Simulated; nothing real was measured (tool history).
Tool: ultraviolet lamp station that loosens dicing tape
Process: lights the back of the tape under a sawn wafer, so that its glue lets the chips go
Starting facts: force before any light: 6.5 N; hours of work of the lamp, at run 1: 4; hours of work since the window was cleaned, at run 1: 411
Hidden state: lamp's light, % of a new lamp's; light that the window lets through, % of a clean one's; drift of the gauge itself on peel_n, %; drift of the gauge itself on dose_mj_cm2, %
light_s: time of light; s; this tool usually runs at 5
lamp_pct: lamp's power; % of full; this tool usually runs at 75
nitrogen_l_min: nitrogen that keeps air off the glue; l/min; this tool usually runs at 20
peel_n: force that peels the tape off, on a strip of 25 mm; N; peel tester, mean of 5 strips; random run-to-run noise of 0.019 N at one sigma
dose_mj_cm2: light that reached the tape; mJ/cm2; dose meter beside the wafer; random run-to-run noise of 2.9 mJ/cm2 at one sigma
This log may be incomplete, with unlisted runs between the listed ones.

| run | hour | light_s | lamp_pct | nitrogen_l_min | hours of work of the lamp | hours of work since the window was cleaned | peel_n | dose_mj_cm2 |
|---|---|---|---|---|---|---|---|---|
| 1 | 0.0 | 5 | 75 | 20 | 4 | 411 | 1.019 | 388 |
| 2 | 65.4 | 5 | 75 | 20 | 39 | 446 | 1.031 | 379 |
| 3 | 163.6 | 5 | 75 | 20 | 92 | 499 | 1.055 | 372 |
| 4 | 213.5 | 5 | 75 | 20 | 119 | 526 | 1.094 | 368 |
| 5 | 289.2 | 5 | 75 | 20 | 160 | 566 | 1.126 | 366 |
| 6 | 348.1 | 5 | 75 | 20 | 191 | 598 | 1.187 | 354 |
|  | 357.4 | window cleaned of glue's vapour |
| 7 | 447.1 | 8 | 75 | 20 | 245 | 48 | 0.549 | 541 |
| 8 | 527.8 | 8 | 75 | 20 | 288 | 92 | 0.585 | 531 |
| 9 | 625.1 | 5 | 75 | 28 | 341 | 144 | 1.213 | 316 |
| 10 | 692.0 | 5 | 75 | 28 | 377 | 180 | 1.239 | 314 |
| 11 | 752.2 | 5 | 75 | 39 | 409 | 213 | 1.110 | 316 |
|  | 760.4 | window cleaned of glue's vapour, once more |
| 12 | 852.8 | 3 | 92 | 11 | 463 | 50 | 2.082 | 260 |
| 13 | 895.8 | 3 | 92 | 11 | 486 | 73 | 2.149 | 256 |

3 options for the next run, each taken on its own from the tool as it stands now. Forecast them:
| A | 977.2 | 6 | 74 | 30 | 530 | 117 | ? | ? |
| B | 977.2 | 4 | 75 | 25 | 530 | 117 | ? | ? |
| C | 977.2 | 9 | 70 | 11 | 530 | 117 | ? | ? |

| run | peel_n | dose_mj_cm2 |
|---|---|---|
| A | 0.808 | 404 |
| B | 1.543 | 274 |
| C | 0.652 | 571 |
Without the tool's unlogged condition, the same runs would have read:
| run | peel_n | dose_mj_cm2 |
|---|---|---|
| A | 0.578 | 490 |
| B | 1.176 | 332 |
| C | 0.468 | 692 |

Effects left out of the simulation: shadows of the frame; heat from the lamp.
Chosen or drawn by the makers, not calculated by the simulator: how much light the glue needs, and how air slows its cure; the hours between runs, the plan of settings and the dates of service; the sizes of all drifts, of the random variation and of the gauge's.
